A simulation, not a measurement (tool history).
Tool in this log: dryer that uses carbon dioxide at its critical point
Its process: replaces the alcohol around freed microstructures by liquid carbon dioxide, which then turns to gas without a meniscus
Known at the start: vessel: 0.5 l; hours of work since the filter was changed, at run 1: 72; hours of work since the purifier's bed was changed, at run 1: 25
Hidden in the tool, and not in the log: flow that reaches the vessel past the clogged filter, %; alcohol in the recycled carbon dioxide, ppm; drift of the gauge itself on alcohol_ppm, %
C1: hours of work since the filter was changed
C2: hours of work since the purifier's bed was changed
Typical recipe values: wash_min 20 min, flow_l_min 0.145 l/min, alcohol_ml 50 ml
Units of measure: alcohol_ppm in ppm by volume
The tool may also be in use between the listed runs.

{"run": 1, "hour": 0.0, "wash_min": 20, "flow_l_min": 0.145, "alcohol_ml": 50, "C1": 72, "C2": 25, "alcohol_ppm": 795}
{"run": 2, "hour": 7.5, "wash_min": 20, "flow_l_min": 0.145, "alcohol_ml": 26, "C1": 78, "C2": 30, "alcohol_ppm": 432}
{"run": 3, "hour": 11.6, "wash_min": 20, "flow_l_min": 0.145, "alcohol_ml": 50, "C1": 80, "C2": 33, "alcohol_ppm": 802}
{"run": 4, "hour": 20.0, "wash_min": 20, "flow_l_min": 0.145, "alcohol_ml": 50, "C1": 86, "C2": 39, "alcohol_ppm": 830}
{"run": 5, "hour": 24.7, "wash_min": 20, "flow_l_min": 0.145, "alcohol_ml": 50, "C1": 90, "C2": 42, "alcohol_ppm": 850}
{"run": 6, "hour": 31.8, "wash_min": 20, "flow_l_min": 0.145, "alcohol_ml": 50, "C1": 94, "C2": 47, "alcohol_ppm": 821}
{"run": 7, "hour": 36.6, "wash_min": 20, "flow_l_min": 0.145, "alcohol_ml": 50, "C1": 98, "C2": 50, "alcohol_ppm": 838}
{"run": 8, "hour": 42.1, "wash_min": 20, "flow_l_min": 0.098, "alcohol_ml": 50, "C1": 102, "C2": 54, "alcohol_ppm": 3788}
{"run": 9, "hour": 48.1, "wash_min": 20, "flow_l_min": 0.145, "alcohol_ml": 24, "C1": 106, "C2": 58, "alcohol_ppm": 409}
{"run": 10, "hour": 52.2, "wash_min": 20, "flow_l_min": 0.145, "alcohol_ml": 24, "C1": 109, "C2": 61, "alcohol_ppm": 432}
{"run": 11, "hour": 58.5, "wash_min": 20, "flow_l_min": 0.145, "alcohol_ml": 24, "C1": 113, "C2": 65, "alcohol_ppm": 419}
{"run": 12, "hour": 64.9, "wash_min": 20, "flow_l_min": 0.145, "alcohol_ml": 24, "C1": 117, "C2": 70, "alcohol_ppm": 429}
{"run": 13, "hour": 72.2, "wash_min": 20, "flow_l_min": 0.145, "alcohol_ml": 24, "C1": 122, "C2": 75, "alcohol_ppm": 445}
{"run": 14, "hour": 81.9, "wash_min": 20, "flow_l_min": 0.145, "alcohol_ml": 24, "C1": 129, "C2": 81, "alcohol_ppm": 449}
{"run": 15, "hour": 90.5, "wash_min": 17, "flow_l_min": 0.22, "alcohol_ml": 82, "C1": 135, "C2": 87, "alcohol_ppm": 458}
{"run": 16, "hour": 96.9, "wash_min": 20, "flow_l_min": 0.205, "alcohol_ml": 55, "C1": 139, "C2": 92, "alcohol_ppm": 177}
{"run": 17, "hour": 100.8, "wash_min": 20, "flow_l_min": 0.192, "alcohol_ml": 30, "C1": 142, "C2": 95, "alcohol_ppm": 142}
{"run": 18, "hour": 109.1, "wash_min": 20, "flow_l_min": 0.192, "alcohol_ml": 30, "C1": 148, "C2": 100, "alcohol_ppm": 145}
{"run": 19, "hour": 113.2, "wash_min": 20, "flow_l_min": 0.192, "alcohol_ml": 30, "C1": 151, "C2": 103, "alcohol_ppm": 152}

Each row is a separate what-if for the run after 19, all from the same tool condition, not one after another. Results?
{"run": "A", "hour": 122.2, "wash_min": 17, "flow_l_min": 0.192, "alcohol_ml": 76, "C1": 157, "C2": 109, "alcohol_ppm": "?"}
{"run": "B", "hour": 122.2, "wash_min": 20, "flow_l_min": 0.153, "alcohol_ml": 106, "C1": 157, "C2": 109, "alcohol_ppm": "?"}
{"run": "C", "hour": 122.2, "wash_min": 25, "flow_l_min": 0.222, "alcohol_ml": 91, "C1": 157, "C2": 109, "alcohol_ppm": "?"}
{"run": "D", "hour": 122.2, "wash_min": 16, "flow_l_min": 0.157, "alcohol_ml": 76, "C1": 157, "C2": 109, "alcohol_ppm": "?"}

run=A alcohol_ppm=879
run=B alcohol_ppm=1565
run=C alcohol_ppm=45
run=D alcohol_ppm=2688
Without the tool's unlogged condition, the same runs would have read:
run=A alcohol_ppm=605
run=B alcohol_ppm=1105
run=C alcohol_ppm=15
run=D alcohol_ppm=2024

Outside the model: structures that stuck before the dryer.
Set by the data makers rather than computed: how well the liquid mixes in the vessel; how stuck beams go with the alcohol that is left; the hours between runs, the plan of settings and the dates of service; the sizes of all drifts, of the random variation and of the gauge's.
